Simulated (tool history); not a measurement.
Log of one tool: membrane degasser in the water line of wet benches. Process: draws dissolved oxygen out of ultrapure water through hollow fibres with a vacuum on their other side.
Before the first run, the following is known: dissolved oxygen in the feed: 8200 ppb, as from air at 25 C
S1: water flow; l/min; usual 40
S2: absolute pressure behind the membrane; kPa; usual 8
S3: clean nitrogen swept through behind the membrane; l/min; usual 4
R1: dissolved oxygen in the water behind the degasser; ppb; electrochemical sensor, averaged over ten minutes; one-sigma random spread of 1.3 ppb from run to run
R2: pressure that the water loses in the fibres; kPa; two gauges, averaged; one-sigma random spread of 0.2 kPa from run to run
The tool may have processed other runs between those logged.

run   hour  S1     S2    S3     R1     R2
  1      0  40      8     4  130.5  43.84
  2   63.3  40      8     4    131  43.74
  3  145.4  40      8     4  133.1  43.79
  4  198.4  40      8     4  130.9  43.57
  5  234.2  40      8  5.22  104.7  43.36
  6  301.7  40      8  5.22  106.4  43.68
  7    376  40      8  5.22  105.8  43.44
  8  439.7  40      8  5.22  108.2  43.58
  9  517.6  40      8   2.1  218.8   43.7
 10  571.2  40      8     4  130.9  43.72
 11  632.7  40  10.96     4  200.8  43.12
 12  720.7  26      8     4   77.9  28.42
 13  772.7  40      8     4  133.1  43.79
 14  829.8  40   6.15     4     89  43.73
 15  901.9  40      8  2.76  177.1  43.69

What will run 16 give?
 16  970.4  40   8  2.76   ?   ?

R1: 180.2 ppb
R2: 43.88 kPa
The same run, on a tool lacking any hidden state, would have yielded R1 176 ppb, R2 43.72 kPa.

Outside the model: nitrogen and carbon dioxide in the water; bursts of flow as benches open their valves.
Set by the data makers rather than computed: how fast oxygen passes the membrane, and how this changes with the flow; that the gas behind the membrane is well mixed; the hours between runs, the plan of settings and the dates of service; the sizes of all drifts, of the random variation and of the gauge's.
